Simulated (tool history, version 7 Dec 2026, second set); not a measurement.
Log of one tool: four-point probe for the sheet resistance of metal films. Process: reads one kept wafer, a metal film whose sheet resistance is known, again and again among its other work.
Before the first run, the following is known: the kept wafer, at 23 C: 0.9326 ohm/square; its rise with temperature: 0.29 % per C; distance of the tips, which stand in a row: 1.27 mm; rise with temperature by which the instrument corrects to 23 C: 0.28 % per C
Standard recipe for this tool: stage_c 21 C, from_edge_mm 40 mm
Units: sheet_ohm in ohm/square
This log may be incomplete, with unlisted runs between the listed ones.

run   hour  stage_c  from_edge_mm  sheet_ohm
  1    0.0       21            40   0.932624
  2   10.6       21            40   0.932825
  3   26.7       21            40   0.933359
  4   38.4       26            40   0.933840
      39.9  -- stage's thermometer calibrated
  5   59.4       26            40   0.933565
  6   70.1       21            40   0.933048
  7   78.9       21            40   0.933113
  8   97.0       20             9   0.942451
  9  109.3       30             3   1.015330
 10  120.0       30             3   1.015729
 11  135.3       22             6   0.954890
     146.0  -- stage's thermometer calibrated, once more
 12  147.4       22             6   0.955103

Each row is a separate what-if for the run after 12, all from the same tool condition, not one after another. Results?
  A  162.4       18            41          ?
  B  162.4       27            40          ?
  C  162.4       27            44          ?
  D  162.4       18            20          ?

run  sheet_ohm
  A   0.932739
  B   0.934219
  C   0.934421
  D   0.934649
What these runs would have given with no unlogged condition in the tool:
run  sheet_ohm
  A   0.932123
  B   0.933599
  C   0.933800
  D   0.934031
